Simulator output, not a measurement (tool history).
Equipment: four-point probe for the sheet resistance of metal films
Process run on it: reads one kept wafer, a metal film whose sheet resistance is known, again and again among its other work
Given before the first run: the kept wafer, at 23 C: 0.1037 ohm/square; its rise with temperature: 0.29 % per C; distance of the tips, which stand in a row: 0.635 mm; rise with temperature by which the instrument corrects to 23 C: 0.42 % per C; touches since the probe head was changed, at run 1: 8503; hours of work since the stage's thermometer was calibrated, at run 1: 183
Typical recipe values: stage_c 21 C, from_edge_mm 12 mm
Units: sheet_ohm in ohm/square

run	hour	stage_c	from_edge_mm	touches since the probe head was changed	hours of work since the stage's thermometer was calibrated	sheet_ohm
1	0	21	12	8503	183	0.104103
2	28.9	21	12	8960	199	0.104129
3	60	19	12	9451	216	0.104428
4	88	19	12	9892	232	0.104403
5	114.5	30	12	10311	246	0.10296
6	142.7	30	12	10755	262	0.10299
7	175	30	12	11265	280	0.102902
8	208.9	24	12	11801	298	0.103711
9	234.7	24	12	12209	313	0.103767
10	253.5	21	19	12505	323	0.104022
11	289.6	21	69	13076	343	0.103981
12	314.4	21	69	13467	357	0.104
13	348.3	21	69	14001	375	0.103965
14	381.2	21	12	14521	393	0.104119
15	404	21	12	14882	406	0.104156
16	439.8	21	12	15446	426	0.104106
17	465.6	21	12	15854	440	0.104153
18	491.8	21	12	16268	454	0.10414
19	521.1	21	12	16730	470	0.104105
20	552.5	21	32	17225	488	0.104011
21	586.6	21	65	17763	507	0.103976
22	615.8	26	12	18225	523	0.103446
23	632.8	20	34	18493	532	0.104152
24	665.6	20	34	19011	550	0.104147
25	686.9	21	4	19347	562	0.105319
26	721.5	21	4	19894	581	0.105346
27	742.6	26	38	20227	592	0.103334
28	774.4	26	38	20729	610	0.103326
29	794.3	26	38	21043	621	0.103338
30	832.4	26	21	21645	642	0.103362
31	867.9	19	21	22205	661	0.104293
32	891.3	23	21	22574	674	0.103741
33	924.6	34	5	23101	693	0.10316
34	956.7	22	25	23607	710	0.103871
35	980.2	22	25	23978	723	0.103867
36	1012.9	22	25	24494	741	0.103849
37	1039.8	22	25	24919	756	0.103837
38	1060.2	28	17	25241	767	0.103096
39	1094.8	30	10	25787	787	0.103027
40	1115.7	30	10	26117	798	0.102961
41	1137.4	32	7	26460	810	0.102993

Here are 4 independent what-if runs from the current tool condition. What would each one return?
A	1160.9	22	4	26831	823	?
B	1160.9	20	59	26831	823	?
C	1160.9	21	28	26831	823	?
D	1160.9	19	4	26831	823	?

run	sheet_ohm
A	0.105198
B	0.104129
C	0.104025
D	0.105617
Without the tool's unlogged condition, the same runs would have read:
run	sheet_ohm
A	0.1052
B	0.104131
C	0.104027
D	0.105619
